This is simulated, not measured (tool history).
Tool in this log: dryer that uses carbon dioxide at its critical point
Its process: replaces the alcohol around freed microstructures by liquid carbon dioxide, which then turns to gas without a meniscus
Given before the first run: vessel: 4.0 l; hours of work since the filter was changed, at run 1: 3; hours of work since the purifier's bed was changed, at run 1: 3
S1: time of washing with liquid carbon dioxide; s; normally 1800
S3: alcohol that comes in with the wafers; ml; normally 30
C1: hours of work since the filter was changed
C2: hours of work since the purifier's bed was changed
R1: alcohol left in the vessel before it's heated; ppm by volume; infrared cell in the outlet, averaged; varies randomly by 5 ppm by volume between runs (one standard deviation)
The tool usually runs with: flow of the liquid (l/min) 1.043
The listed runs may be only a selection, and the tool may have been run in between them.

run 1 hour=0 | S1=1800 flow_of_the_liquid_(l/min)=1.043 S3=30 | C1=3 C2=3 | R1=18
run 2 hour=12.4 | S1=1440 flow_of_the_liquid_(l/min)=1.043 S3=30 | C1=12 C2=12 | R1=61
run 3 hour=23.2 | S1=1440 flow_of_the_liquid_(l/min)=1.043 S3=30 | C1=21 C2=21 | R1=60
run 4 hour=36.3 | S1=1800 flow_of_the_liquid_(l/min)=1.043 S3=30 | C1=30 C2=30 | R1=35
run 5 hour=57.3 | S1=1800 flow_of_the_liquid_(l/min)=1.043 S3=30 | C1=46 C2=46 | R1=43
run 6 hour=76.3 | S1=1800 flow_of_the_liquid_(l/min)=1.043 S3=30 | C1=61 C2=61 | R1=51
run 7 hour=86.5 | S1=1620 flow_of_the_liquid_(l/min)=1.043 S3=30 | C1=68 C2=68 | R1=57
run 8 hour=98.9 | S1=1620 flow_of_the_liquid_(l/min)=1.043 S3=30 | C1=78 C2=78 | R1=72
run 9 hour=115.2 | S1=1800 flow_of_the_liquid_(l/min)=1.043 S3=30 | C1=90 C2=90 | R1=67
run 10 hour=130.4 | S1=1800 flow_of_the_liquid_(l/min)=1.44 S3=30 | C1=102 C2=102 | R1=46
run 11 hour=146.9 | S1=1200 flow_of_the_liquid_(l/min)=1.44 S3=30 | C1=114 C2=114 | R1=82
run 12 hour=166.6 | S1=1200 flow_of_the_liquid_(l/min)=1.44 S3=30 | C1=129 C2=129 | R1=85
run 13 hour=181.9 | S1=1200 flow_of_the_liquid_(l/min)=1.44 S3=30 | C1=141 C2=141 | R1=88
run 14 hour=201.2 | S1=1800 flow_of_the_liquid_(l/min)=1.043 S3=30 | C1=155 C2=155 | R1=82
run 15 hour=213.1 | S1=1800 flow_of_the_liquid_(l/min)=1.043 S3=36 | C1=164 C2=164 | R1=101
run 16 hour=233.9 | S1=1800 flow_of_the_liquid_(l/min)=1.043 S3=36 | C1=180 C2=180 | R1=105
run 17 hour=244.6 | S1=1140 flow_of_the_liquid_(l/min)=1.043 S3=69 | C1=188 C2=188 | R1=529
run 18 hour=266.6 | S1=1800 flow_of_the_liquid_(l/min)=0.68 S3=34 | C1=205 C2=205 | R1=303
run 19 hour=289.5 | S1=1800 flow_of_the_liquid_(l/min)=1.63 S3=37 | C1=222 C2=222 | R1=90
-- hour=297.2 inlet filter changed
run 20 hour=303 | S1=1800 flow_of_the_liquid_(l/min)=0.8 S3=109 | C1=4 C2=232 | R1=333
run 21 hour=319.7 | S1=2040 flow_of_the_liquid_(l/min)=1.45 S3=28 | C1=17 C2=244 | R1=99
run 22 hour=335.1 | S1=2100 flow_of_the_liquid_(l/min)=1.45 S3=44 | C1=29 C2=256 | R1=112
run 23 hour=357 | S1=2520 flow_of_the_liquid_(l/min)=1.01 S3=116 | C1=45 C2=273 | R1=113
run 24 hour=367 | S1=1800 flow_of_the_liquid_(l/min)=1.74 S3=119 | C1=53 C2=280 | R1=118
run 25 hour=382.6 | S1=1380 flow_of_the_liquid_(l/min)=1.33 S3=71 | C1=65 C2=292 | R1=169
run 26 hour=405.5 | S1=1920 flow_of_the_liquid_(l/min)=1.33 S3=26 | C1=82 C2=309 | R1=135
run 27 hour=416.9 | S1=1920 flow_of_the_liquid_(l/min)=1.69 S3=57 | C1=91 C2=318 | R1=128
run 28 hour=436.9 | S1=1920 flow_of_the_liquid_(l/min)=1.69 S3=57 | C1=106 C2=333 | R1=140
run 29 hour=459.4 | S1=1140 flow_of_the_liquid_(l/min)=0.98 S3=77 | C1=123 C2=350 | R1=717

Each row is a separate what-if for the run after 29, all from the same tool condition, not one after another. Results?
run A hour=472.9 | S1=1680 flow_of_the_liquid_(l/min)=1.14 S3=42 | C1=133 C2=360 | R1=?
run B hour=472.9 | S1=1800 flow_of_the_liquid_(l/min)=1.03 S3=27 | C1=133 C2=360 | R1=?
run C hour=472.9 | S1=1800 flow_of_the_liquid_(l/min)=1.043 S3=89 | C1=133 C2=360 | R1=?
run D hour=472.9 | S1=1140 flow_of_the_liquid_(l/min)=1.17 S3=71 | C1=133 C2=360 | R1=?
run E hour=472.9 | S1=1140 flow_of_the_liquid_(l/min)=1.25 S3=82 | C1=133 C2=360 | R1=?

run=A R1=167
run=B R1=160
run=C R1=205
run=D R1=408
run=E R1=384
Without the tool's hidden state the same runs would have given:
run=A R1=21
run=B R1=18
run=C R1=45
run=D R1=208
run=E R1=188
